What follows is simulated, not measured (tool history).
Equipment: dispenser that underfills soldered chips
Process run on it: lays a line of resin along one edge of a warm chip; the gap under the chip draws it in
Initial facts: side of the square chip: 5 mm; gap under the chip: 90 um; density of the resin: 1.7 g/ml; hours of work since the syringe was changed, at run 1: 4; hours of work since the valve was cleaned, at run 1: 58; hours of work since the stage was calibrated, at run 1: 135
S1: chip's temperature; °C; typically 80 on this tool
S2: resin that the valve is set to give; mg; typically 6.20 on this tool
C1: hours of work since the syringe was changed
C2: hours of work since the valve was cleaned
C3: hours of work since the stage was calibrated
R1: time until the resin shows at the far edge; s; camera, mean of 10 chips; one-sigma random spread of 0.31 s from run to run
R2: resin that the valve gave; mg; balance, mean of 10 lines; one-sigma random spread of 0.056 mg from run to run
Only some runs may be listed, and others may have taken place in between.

run   hour  S1    S2  C1  C2   C3    R1    R2
  1    0.0  80  6.20   4  58  135   9.5  5.92
       4.2  -- new syringe of resin
  2    9.3  80  6.20   3  64  141   9.1  5.85
      15.3  -- new syringe of resin
  3   20.4  80  6.20   3  71  148   9.1  5.90
      26.6  -- new syringe of resin
  4   26.6  80  6.20   0  75  152   7.5  5.75
      37.7  -- new syringe of resin
  5   37.7  80  6.20   0  82  159   7.6  5.72
      43.0  -- dispensing valve cleaned and set on the balance
  6   44.7  80  6.20   4   1  162   9.3  6.21
      50.0  -- new syringe of resin
  7   50.7  80  6.20   0   5  166   7.9  6.23
      61.0  -- new syringe of resin
  8   61.0  80  6.20   0  11  173   7.6  6.21
  9   69.3  80  6.20   5  17  178  10.3  6.06
      72.4  -- new syringe of resin
 10   81.8  66  6.20   6  24  186  18.5  6.10
      83.7  -- new syringe of resin
 11   91.3  66  6.20   5  30  192  18.1  6.03
      95.0  -- new syringe of resin
 12   98.5  66  6.20   2  35  196  15.4  5.99
     106.4  -- new syringe of resin
 13  111.3  80  6.94   3  43  204   8.8  6.64
     117.3  -- new syringe of resin
 14  118.6  80  6.94   1  47  209   7.9  6.61
 15  124.1  80  6.94   4  51  212   9.0  6.58
     128.3  -- new syringe of resin
 16  134.6  80  6.94   4  57  219   9.1  6.57
     139.5  -- new syringe of resin
 17  146.8  80  6.20   5  65  226   9.8  5.91
     150.4  -- new syringe of resin
 18  157.7  88  5.89   5  72  233   7.0  5.49
     161.8  -- new syringe of resin
 19  164.5  78  7.80   2  76  238   8.6  7.24
     173.2  -- new syringe of resin
     178.5  -- dispensing valve cleaned and set on the balance
 20  178.8  89  7.47   3   0  246   5.9  7.53
     185.2  -- new syringe of resin
 21  190.2  74  7.42   3   7  253  10.8  7.36
     196.6  -- new syringe of resin
 22  198.4  65  6.23   1  12  258  15.1  6.15
     208.0  -- new syringe of resin
 23  208.9  72  7.83   1  19  265  10.5  7.59
 24  215.8  72  7.83   5  23  269  12.8  7.59
     219.6  -- new syringe of resin
 25  221.9  72  7.83   1  27  273  10.5  7.61
     231.1  -- new syringe of resin
 26  231.7  72  7.83   0  33  279  10.8  7.55
     242.1  -- new syringe of resin
 27  243.4  79  6.81   1  41  286   7.5  6.53
 28  248.9  79  7.54   4  44  290   9.6  7.18
     253.1  -- new syringe of resin
 29  256.0  77  7.45   2  49  294   8.3  7.17
     264.0  -- new syringe of resin
 30  265.3  90  7.07   1  54  300   5.1  6.65
     275.0  -- new syringe of resin
 31  275.1  85  7.38   0  60  306   5.9  7.03
     286.2  -- new syringe of resin
 32  287.6  65  6.03   1  68  314  14.5  5.57
 33  293.1  95  6.20   4  72  318   4.7  5.76
     297.2  -- new syringe of resin
 34  300.9  78  6.49   2  77  322   9.0  5.95

Each row is a separate what-if for the run after 34, all from the same tool condition, not one after another. Results?
     308.7  -- new syringe of resin
  A  310.1  70  6.20   1  82  328   ?   ?
     308.7  -- new syringe of resin
  B  310.1  89  6.20   1  82  328   ?   ?
     308.7  -- new syringe of resin
  C  310.1  78  6.79   1  82  328   ?   ?

run    R1    R2
  A  11.8  5.72
  B   5.7  5.86
  C   7.9  6.22
Without the tool's hidden state the same runs would have given:
run    R1    R2
  A  12.1  6.22
  B   5.8  6.36
  C   8.1  6.77

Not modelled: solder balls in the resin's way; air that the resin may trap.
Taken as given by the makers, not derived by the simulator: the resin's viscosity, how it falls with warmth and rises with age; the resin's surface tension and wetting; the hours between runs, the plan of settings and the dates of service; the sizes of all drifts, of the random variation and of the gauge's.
